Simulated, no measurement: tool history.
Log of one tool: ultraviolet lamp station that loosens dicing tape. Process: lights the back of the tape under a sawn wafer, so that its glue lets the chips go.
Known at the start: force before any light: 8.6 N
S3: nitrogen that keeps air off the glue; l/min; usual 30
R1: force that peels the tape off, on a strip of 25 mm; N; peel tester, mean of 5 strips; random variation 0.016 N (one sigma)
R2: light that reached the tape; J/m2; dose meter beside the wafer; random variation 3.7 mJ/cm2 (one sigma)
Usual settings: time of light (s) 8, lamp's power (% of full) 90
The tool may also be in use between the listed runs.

run 1 hour=0 | time_of_light_(s)=8 lamp's_power_(%_of_full)=90 S3=30 | R1=0.906 R2=5720
run 2 hour=4.8 | time_of_light_(s)=8 lamp's_power_(%_of_full)=90 S3=30 | R1=0.92 R2=5670
run 3 hour=10.4 | time_of_light_(s)=8 lamp's_power_(%_of_full)=90 S3=13 | R1=1.477 R2=5650
run 4 hour=14.7 | time_of_light_(s)=8 lamp's_power_(%_of_full)=90 S3=13 | R1=1.587 R2=5680
run 5 hour=19.5 | time_of_light_(s)=8 lamp's_power_(%_of_full)=90 S3=13 | R1=1.533 R2=5610
run 6 hour=28 | time_of_light_(s)=8 lamp's_power_(%_of_full)=90 S3=13 | R1=1.545 R2=5620
run 7 hour=34.3 | time_of_light_(s)=8 lamp's_power_(%_of_full)=90 S3=13 | R1=1.561 R2=5590
run 8 hour=40.7 | time_of_light_(s)=8 lamp's_power_(%_of_full)=90 S3=46 | R1=0.74 R2=5550
run 9 hour=48.3 | time_of_light_(s)=8 lamp's_power_(%_of_full)=90 S3=30 | R1=0.979 R2=5610
run 10 hour=55.2 | time_of_light_(s)=8 lamp's_power_(%_of_full)=90 S3=14 | R1=1.467 R2=5620
run 11 hour=63 | time_of_light_(s)=8 lamp's_power_(%_of_full)=90 S3=14 | R1=1.499 R2=5610
run 12 hour=69.2 | time_of_light_(s)=8 lamp's_power_(%_of_full)=90 S3=14 | R1=1.523 R2=5570
-- hour=70.2 window cleaned of glue's vapour
run 13 hour=75.4 | time_of_light_(s)=9 lamp's_power_(%_of_full)=96 S3=14 | R1=1.127 R2=6590

Run 14 comes next. What will it give?
run 14 hour=84.7 | time_of_light_(s)=10 lamp's_power_(%_of_full)=72 S3=46 | R1=? R2=?

R1: 0.784 N
R2: 5480 J/m2
Without the tool's hidden state the same run would have given R1 0.57 N, R2 6260 J/m2.
